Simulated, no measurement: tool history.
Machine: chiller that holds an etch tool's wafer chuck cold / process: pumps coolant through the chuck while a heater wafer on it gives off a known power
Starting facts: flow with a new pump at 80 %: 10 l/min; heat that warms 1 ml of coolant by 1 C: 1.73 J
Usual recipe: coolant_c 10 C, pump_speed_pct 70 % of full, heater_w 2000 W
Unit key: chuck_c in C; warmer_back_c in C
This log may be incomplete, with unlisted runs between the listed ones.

run 1 hour=0.0 | coolant_c=10 pump_speed_pct=70 heater_w=2000 | chuck_c=28.1 warmer_back_c=8.09
run 2 hour=103.6 | coolant_c=10 pump_speed_pct=70 heater_w=2000 | chuck_c=27.8 warmer_back_c=7.98
run 3 hour=202.4 | coolant_c=10 pump_speed_pct=70 heater_w=2000 | chuck_c=28.0 warmer_back_c=7.96
run 4 hour=358.3 | coolant_c=10 pump_speed_pct=70 heater_w=2000 | chuck_c=28.1 warmer_back_c=7.98
run 5 hour=446.2 | coolant_c=0 pump_speed_pct=70 heater_w=2000 | chuck_c=17.9 warmer_back_c=7.92
run 6 hour=580.8 | coolant_c=0 pump_speed_pct=70 heater_w=2000 | chuck_c=18.0 warmer_back_c=7.96
run 7 hour=752.2 | coolant_c=10 pump_speed_pct=78 heater_w=2065 | chuck_c=27.0 warmer_back_c=7.22
run 8 hour=864.7 | coolant_c=10 pump_speed_pct=78 heater_w=2065 | chuck_c=27.1 warmer_back_c=7.15
-- hour=875.4 chiller's thermometer calibrated
run 9 hour=987.1 | coolant_c=10 pump_speed_pct=78 heater_w=2065 | chuck_c=27.1 warmer_back_c=7.18
run 10 hour=1144.8 | coolant_c=10 pump_speed_pct=84 heater_w=1540 | chuck_c=22.0 warmer_back_c=4.81
run 11 hour=1273.1 | coolant_c=10 pump_speed_pct=71 heater_w=1595 | chuck_c=24.2 warmer_back_c=6.01
run 12 hour=1421.0 | coolant_c=5 pump_speed_pct=61 heater_w=2464 | chuck_c=29.8 warmer_back_c=11.23

Forecast each of these 5 alternatives for the next run:
run A hour=1517.5 | coolant_c=9 pump_speed_pct=66 heater_w=1074 | chuck_c=? warmer_back_c=?
run B hour=1517.5 | coolant_c=18 pump_speed_pct=89 heater_w=2000 | chuck_c=? warmer_back_c=?
run C hour=1517.5 | coolant_c=5 pump_speed_pct=95 heater_w=2464 | chuck_c=? warmer_back_c=?
run D hour=1517.5 | coolant_c=19 pump_speed_pct=61 heater_w=2000 | chuck_c=? warmer_back_c=?
run E hour=1517.5 | coolant_c=12 pump_speed_pct=61 heater_w=2464 | chuck_c=? warmer_back_c=?

run=A chuck_c=19.1 warmer_back_c=4.26
run=B chuck_c=32.8 warmer_back_c=5.88
run=C chuck_c=22.6 warmer_back_c=6.70
run=D chuck_c=39.1 warmer_back_c=9.02
run=E chuck_c=36.8 warmer_back_c=11.31
The same runs, with their run-to-run variation unchanged, on a tool lacking any hidden condition would have given:
run=A chuck_c=19.1 warmer_back_c=4.58
run=B chuck_c=32.8 warmer_back_c=6.20
run=C chuck_c=22.6 warmer_back_c=7.03
run=D chuck_c=39.1 warmer_back_c=9.34
run=E chuck_c=36.8 warmer_back_c=11.63
